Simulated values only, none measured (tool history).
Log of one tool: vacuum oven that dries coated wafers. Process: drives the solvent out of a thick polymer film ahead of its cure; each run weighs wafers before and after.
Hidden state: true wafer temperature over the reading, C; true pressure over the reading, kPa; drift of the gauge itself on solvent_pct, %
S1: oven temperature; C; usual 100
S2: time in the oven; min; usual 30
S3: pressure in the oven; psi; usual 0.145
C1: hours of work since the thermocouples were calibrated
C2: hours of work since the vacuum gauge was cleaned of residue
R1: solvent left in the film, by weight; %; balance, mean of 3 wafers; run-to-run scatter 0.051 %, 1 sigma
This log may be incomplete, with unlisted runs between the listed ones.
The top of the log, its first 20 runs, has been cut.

run 21 day=40.775 | S1=100 S2=30 S3=0.080 | C1=645 C2=1315 | R1=1.26
run 22 day=42.633 | S1=100 S2=30 S3=0.080 | C1=674 C2=1344 | R1=1.15
run 23 day=45.700 | S1=100 S2=30 S3=0.080 | C1=722 C2=1392 | R1=1.22
run 24 day=47.850 | S1=100 S2=30 S3=0.080 | C1=755 C2=1425 | R1=1.16
-- day=49.729 oven's thermocouples calibrated
run 25 day=49.767 | S1=110 S2=44 S3=0.313 | C1=1 C2=1454 | R1=1.04
run 26 day=51.925 | S1=100 S2=38 S3=0.145 | C1=34 C2=1487 | R1=1.01
run 27 day=54.629 | S1=100 S2=38 S3=0.145 | C1=76 C2=1529 | R1=0.95
run 28 day=56.579 | S1=91 S2=16 S3=0.145 | C1=106 C2=1559 | R1=6.49
run 29 day=59.358 | S1=114 S2=30 S3=0.096 | C1=149 C2=1602 | R1=0.26
run 30 day=62.175 | S1=113 S2=30 S3=0.513 | C1=193 C2=1646 | R1=1.50
run 31 day=64.521 | S1=113 S2=30 S3=0.268 | C1=230 C2=1683 | R1=0.77
run 32 day=65.908 | S1=113 S2=30 S3=0.268 | C1=251 C2=1704 | R1=0.83
run 33 day=67.642 | S1=113 S2=30 S3=0.268 | C1=278 C2=1731 | R1=0.77
run 34 day=69.204 | S1=113 S2=30 S3=0.268 | C1=302 C2=1755 | R1=0.68
run 35 day=71.604 | S1=106 S2=52 S3=0.145 | C1=340 C2=1793 | R1=0.43
run 36 day=72.983 | S1=90 S2=28 S3=0.302 | C1=361 C2=1814 | R1=5.26
run 37 day=75.692 | S1=86 S2=28 S3=0.421 | C1=403 C2=1856 | R1=6.92
run 38 day=78.517 | S1=86 S2=28 S3=0.421 | C1=447 C2=1900 | R1=7.09
run 39 day=81.000 | S1=114 S2=33 S3=0.131 | C1=485 C2=1938 | R1=0.44
run 40 day=82.358 | S1=101 S2=29 S3=0.422 | C1=507 C2=1959 | R1=2.56
run 41 day=84.329 | S1=101 S2=29 S3=0.422 | C1=537 C2=1990 | R1=2.47
run 42 day=87.421 | S1=112 S2=30 S3=0.170 | C1=585 C2=2038 | R1=0.54
run 43 day=90.471 | S1=100 S2=30 S3=0.426 | C1=632 C2=2085 | R1=2.64
run 44 day=93.508 | S1=100 S2=30 S3=0.426 | C1=680 C2=2133 | R1=2.61

4 options for the next run, each taken on its own from the tool as it stands now. Forecast them:
run A day=96.658 | S1=100 S2=27 S3=0.084 | C1=729 C2=2182 | R1=?
run B day=96.658 | S1=92 S2=30 S3=0.426 | C1=729 C2=2182 | R1=?
run C day=96.658 | S1=110 S2=30 S3=0.426 | C1=729 C2=2182 | R1=?
run D day=96.658 | S1=88 S2=47 S3=0.426 | C1=729 C2=2182 | R1=?

run=A R1=1.57
run=B R1=4.69
run=C R1=1.40
run=D R1=4.55
Without the tool's unlogged condition, the same runs would have read:
run=A R1=1.55
run=B R1=4.66
run=C R1=1.38
run=D R1=4.52

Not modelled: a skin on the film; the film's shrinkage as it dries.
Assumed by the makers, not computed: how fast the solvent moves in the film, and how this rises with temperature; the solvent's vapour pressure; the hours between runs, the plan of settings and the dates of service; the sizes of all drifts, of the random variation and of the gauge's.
